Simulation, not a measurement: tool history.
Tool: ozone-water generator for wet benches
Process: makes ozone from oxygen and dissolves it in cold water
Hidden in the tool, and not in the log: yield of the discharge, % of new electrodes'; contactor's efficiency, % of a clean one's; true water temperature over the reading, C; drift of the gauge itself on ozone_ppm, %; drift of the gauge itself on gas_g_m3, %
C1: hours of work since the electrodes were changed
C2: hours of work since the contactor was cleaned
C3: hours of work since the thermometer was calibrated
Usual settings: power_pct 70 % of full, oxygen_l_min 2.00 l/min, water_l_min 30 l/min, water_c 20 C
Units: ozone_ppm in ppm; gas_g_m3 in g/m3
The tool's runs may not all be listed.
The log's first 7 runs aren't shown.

{"run": 8, "day": 8.629, "power_pct": 70, "oxygen_l_min": 2.0, "water_l_min": 30, "water_c": 20, "C1": 1337, "C2": 4442, "C3": 4177, "ozone_ppm": 12.2, "gas_g_m3": 272.1}
{"run": 9, "day": 10.421, "power_pct": 70, "oxygen_l_min": 2.0, "water_l_min": 30, "water_c": 20, "C1": 1368, "C2": 4473, "C3": 4208, "ozone_ppm": 12.4, "gas_g_m3": 273.4}
{"run": 10, "day": 11.746, "power_pct": 92, "oxygen_l_min": 2.0, "water_l_min": 30, "water_c": 20, "C1": 1391, "C2": 4496, "C3": 4231, "ozone_ppm": 15.3, "gas_g_m3": 342.3}
{"run": 11, "day": 12.95, "power_pct": 92, "oxygen_l_min": 2.0, "water_l_min": 30, "water_c": 20, "C1": 1412, "C2": 4517, "C3": 4252, "ozone_ppm": 15.4, "gas_g_m3": 343.8}
{"run": 12, "day": 13.867, "power_pct": 92, "oxygen_l_min": 2.0, "water_l_min": 30, "water_c": 20, "C1": 1428, "C2": 4533, "C3": 4268, "ozone_ppm": 15.5, "gas_g_m3": 346.2}
{"run": 13, "day": 14.954, "power_pct": 92, "oxygen_l_min": 2.0, "water_l_min": 30, "water_c": 20, "C1": 1447, "C2": 4552, "C3": 4287, "ozone_ppm": 15.6, "gas_g_m3": 342.2}
{"run": 14, "day": 16.717, "power_pct": 69, "oxygen_l_min": 2.0, "water_l_min": 30, "water_c": 20, "C1": 1477, "C2": 4582, "C3": 4318, "ozone_ppm": 11.8, "gas_g_m3": 268.4}
{"day": 18.038, "done": "water thermometer calibrated"}
{"run": 15, "day": 18.512, "power_pct": 69, "oxygen_l_min": 2.0, "water_l_min": 30, "water_c": 20, "C1": 1508, "C2": 4613, "C3": 8, "ozone_ppm": 12.1, "gas_g_m3": 270.9}
{"run": 16, "day": 19.8, "power_pct": 69, "oxygen_l_min": 2.0, "water_l_min": 30, "water_c": 20, "C1": 1531, "C2": 4636, "C3": 31, "ozone_ppm": 12.1, "gas_g_m3": 268.9}
{"run": 17, "day": 21.417, "power_pct": 69, "oxygen_l_min": 2.0, "water_l_min": 30, "water_c": 20, "C1": 1559, "C2": 4664, "C3": 59, "ozone_ppm": 11.9, "gas_g_m3": 267.2}
{"run": 18, "day": 22.425, "power_pct": 69, "oxygen_l_min": 2.0, "water_l_min": 30, "water_c": 20, "C1": 1576, "C2": 4681, "C3": 76, "ozone_ppm": 11.9, "gas_g_m3": 269.5}
{"run": 19, "day": 24.25, "power_pct": 69, "oxygen_l_min": 2.0, "water_l_min": 27, "water_c": 21, "C1": 1608, "C2": 4713, "C3": 108, "ozone_ppm": 13.3, "gas_g_m3": 267.6}
{"run": 20, "day": 25.425, "power_pct": 69, "oxygen_l_min": 1.24, "water_l_min": 27, "water_c": 21, "C1": 1629, "C2": 4734, "C3": 129, "ozone_ppm": 10.8, "gas_g_m3": 327.2}
{"run": 21, "day": 26.317, "power_pct": 70, "oxygen_l_min": 1.44, "water_l_min": 30, "water_c": 12, "C1": 1644, "C2": 4749, "C3": 144, "ozone_ppm": 11.1, "gas_g_m3": 310.5}
{"run": 22, "day": 27.546, "power_pct": 84, "oxygen_l_min": 1.44, "water_l_min": 30, "water_c": 20, "C1": 1666, "C2": 4771, "C3": 166, "ozone_ppm": 12.3, "gas_g_m3": 365.7}
{"run": 23, "day": 28.896, "power_pct": 47, "oxygen_l_min": 1.49, "water_l_min": 30, "water_c": 20, "C1": 1689, "C2": 4794, "C3": 189, "ozone_ppm": 7.8, "gas_g_m3": 220.3}
{"run": 24, "day": 30.504, "power_pct": 47, "oxygen_l_min": 1.94, "water_l_min": 38, "water_c": 16, "C1": 1717, "C2": 4822, "C3": 217, "ozone_ppm": 6.7, "gas_g_m3": 197.0}
{"run": 25, "day": 31.329, "power_pct": 54, "oxygen_l_min": 1.55, "water_l_min": 30, "water_c": 20, "C1": 1732, "C2": 4837, "C3": 232, "ozone_ppm": 8.8, "gas_g_m3": 241.0}
{"run": 26, "day": 32.879, "power_pct": 68, "oxygen_l_min": 1.55, "water_l_min": 25, "water_c": 20, "C1": 1759, "C2": 4864, "C3": 259, "ozone_ppm": 13.0, "gas_g_m3": 296.6}
{"run": 27, "day": 33.658, "power_pct": 68, "oxygen_l_min": 1.55, "water_l_min": 25, "water_c": 20, "C1": 1772, "C2": 4877, "C3": 272, "ozone_ppm": 13.0, "gas_g_m3": 295.6}
{"run": 28, "day": 34.596, "power_pct": 70, "oxygen_l_min": 2.0, "water_l_min": 30, "water_c": 12, "C1": 1788, "C2": 4893, "C3": 288, "ozone_ppm": 12.6, "gas_g_m3": 270.1}

Forecast run 29:
{"run": 29, "day": 35.988, "power_pct": 70, "oxygen_l_min": 2.0, "water_l_min": 30, "water_c": 12, "C1": 1813, "C2": 4918, "C3": 313, "ozone_ppm": "?", "gas_g_m3": "?"}

Run 29 gave ozone_ppm 12.6 ppm, gas_g_m3 270.3 g/m3.
Without the tool's hidden state the same run would have given ozone_ppm 13.2 ppm, gas_g_m3 279.6 g/m3.
